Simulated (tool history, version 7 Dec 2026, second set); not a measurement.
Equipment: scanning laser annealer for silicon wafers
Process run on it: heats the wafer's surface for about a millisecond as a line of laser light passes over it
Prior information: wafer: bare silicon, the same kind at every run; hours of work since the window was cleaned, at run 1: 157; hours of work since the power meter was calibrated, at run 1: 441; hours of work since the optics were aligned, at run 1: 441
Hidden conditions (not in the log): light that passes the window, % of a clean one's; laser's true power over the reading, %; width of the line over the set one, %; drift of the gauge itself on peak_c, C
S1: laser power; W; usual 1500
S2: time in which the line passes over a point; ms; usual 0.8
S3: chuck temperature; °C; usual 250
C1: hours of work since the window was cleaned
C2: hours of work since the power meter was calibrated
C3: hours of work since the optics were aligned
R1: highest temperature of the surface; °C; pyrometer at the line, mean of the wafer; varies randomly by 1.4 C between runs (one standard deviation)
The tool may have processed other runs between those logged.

Run 1, hour 0: usual settings; C1 157; C2 441; C3 441. Result: R1 962 °C.
Run 2, hour 47.2: usual settings; C1 194; C2 479; C3 479. Result: R1 958 °C.
Run 3, hour 95.5: usual settings; C1 233; C2 517; C3 517. Result: R1 956 °C.
Run 4, hour 133.6: usual settings but S2 0.614 ms; C1 263; C2 547; C3 547. Result: R1 865 °C.
Run 5, hour 159.2: usual settings but S2 0.658 ms; C1 283; C2 567; C3 567. Result: R1 886 °C.
Run 6, hour 191.3: usual settings but S2 0.658 ms; C1 308; C2 593; C3 593. Result: R1 883 °C.
Run 7, hour 231.3: usual settings but S2 0.658 ms; C1 340; C2 624; C3 624. Result: R1 879 °C.
At hour 255.8: window over the wafer cleaned.
Run 8, hour 266.1: usual settings; C1 8; C2 650; C3 650. Result: R1 938 °C.
Run 9, hour 318.5: usual settings; C1 50; C2 692; C3 692. Result: R1 936 °C.
At hour 343.9: window over the wafer cleaned, once more.
Run 10, hour 374.3: usual settings; C1 24; C2 734; C3 734. Result: R1 962 °C.
Run 11, hour 405.6: usual settings; C1 49; C2 759; C3 759. Result: R1 961 °C.
Run 12, hour 447.4: usual settings; C1 82; C2 792; C3 792. Result: R1 959 °C.
Run 13, hour 496.7: usual settings; C1 121; C2 831; C3 831. Result: R1 956 °C.
Run 14, hour 522.1: usual settings; C1 141; C2 852; C3 852. Result: R1 956 °C.
Run 15, hour 574.4: usual settings; C1 183; C2 893; C3 893. Result: R1 955 °C.
Run 16, hour 618.4: usual settings; C1 217; C2 928; C3 928. Result: R1 952 °C.
Run 17, hour 649.1: usual settings but S1 1562 W; C1 242; C2 952; C3 952. Result: R1 990 °C.
Run 18, hour 697: usual settings but S1 1562 W; C1 280; C2 990; C3 990. Result: R1 984 °C.
Run 19, hour 743.3: usual settings but S1 1562 W; C1 316; C2 1027; C3 1027. Result: R1 981 °C.
At hour 792.4: optics aligned, line set to its width.
Run 20, hour 799.7: usual settings but S1 1536 W, S3 225 °C; C1 357; C2 1067; C3 6. Result: R1 962 °C.
At hour 804: window over the wafer cleaned.
Run 21, hour 843.9: usual settings but S1 1333 W, S3 221 °C; C1 32; C2 1101; C3 39. Result: R1 855 °C.
Run 22, hour 895.2: usual settings but S1 1645 W, S2 0.578 ms, S3 216 °C; C1 72; C2 1141; C3 80. Result: R1 905 °C.
Run 23, hour 944.3: usual settings but S1 1645 W, S2 0.578 ms, S3 216 °C; C1 111; C2 1180; C3 119. Result: R1 903 °C.
Run 24, hour 977.7: usual settings but S1 1559 W, S2 0.797 ms, S3 210 °C; C1 138; C2 1207; C3 145. Result: R1 967 °C.
Run 25, hour 1025.1: usual settings but S1 1559 W, S2 0.797 ms, S3 210 °C; C1 175; C2 1244; C3 183. Result: R1 964 °C.
Run 26, hour 1063.3: usual settings but S1 1559 W, S2 0.797 ms, S3 210 °C; C1 205; C2 1275; C3 213. Result: R1 966 °C.
Run 27, hour 1112.1: usual settings but S1 1559 W, S2 0.797 ms, S3 210 °C; C1 244; C2 1313; C3 252. Result: R1 963 °C.
Run 28, hour 1151.5: usual settings but S2 0.906 ms, S3 228 °C; C1 275; C2 1344; C3 283. Result: R1 991 °C.
Run 29, hour 1198.7: usual settings but S1 1522 W, S2 0.57 ms, S3 286 °C; C1 313; C2 1382; C3 320. Result: R1 898 °C.
Run 30, hour 1243.1: usual settings but S1 1319 W, S2 0.629 ms, S3 266 °C; C1 348; C2 1417; C3 355. Result: R1 804 °C.
At hour 1259.2: window over the wafer cleaned.
Run 31, hour 1274.4: usual settings but S1 1456 W, S3 256 °C; C1 12; C2 1440; C3 378. Result: R1 953 °C.
Run 32, hour 1302.3: usual settings but S1 1618 W, S3 263 °C; C1 34; C2 1462; C3 401. Result: R1 1056 °C.
Run 33, hour 1340.4: usual settings but S1 1490 W, S3 224 °C; C1 64; C2 1492; C3 431. Result: R1 941 °C.
Run 34, hour 1396.1: usual settings but S1 1407 W, S2 0.645 ms, S3 224 °C; C1 108; C2 1536; C3 475. Result: R1 815 °C.
Run 35, hour 1427.1: usual settings but S1 1518 W, S2 0.581 ms, S3 237 °C; C1 133; C2 1561; C3 499. Result: R1 853 °C.
Run 36, hour 1462: usual settings but S2 0.858 ms, S3 211 °C; C1 161; C2 1589; C3 527. Result: R1 949 °C.
Run 37, hour 1516.7: usual settings but S1 1460 W, S2 0.752 ms, S3 279 °C; C1 204; C2 1632; C3 570. Result: R1 946 °C.
Run 38, hour 1550.8: usual settings but S1 1352 W, S2 0.906 ms, S3 280 °C; C1 231; C2 1659; C3 597. Result: R1 945 °C.

Alternative continuations, all from the tool just after run 38; predict every row:
Run A, hour 1592.8: usual settings but S1 1352 W, S2 0.906 ms, S3 280 °C; C1 264; C2 1692; C3 631. Result: R1 ?.
Run B, hour 1592.8: usual settings but S1 1586 W, S2 0.906 ms, S3 222 °C; C1 264; C2 1692; C3 631. Result: R1 ?.
Run C, hour 1592.8: usual settings but S3 271 °C; C1 264; C2 1692; C3 631. Result: R1 ?.

run    R1
  A   946
  B  1033
  C   979
With no hidden state in the tool, these same runs would have given:
run    R1
  A   959
  B  1049
  C   993

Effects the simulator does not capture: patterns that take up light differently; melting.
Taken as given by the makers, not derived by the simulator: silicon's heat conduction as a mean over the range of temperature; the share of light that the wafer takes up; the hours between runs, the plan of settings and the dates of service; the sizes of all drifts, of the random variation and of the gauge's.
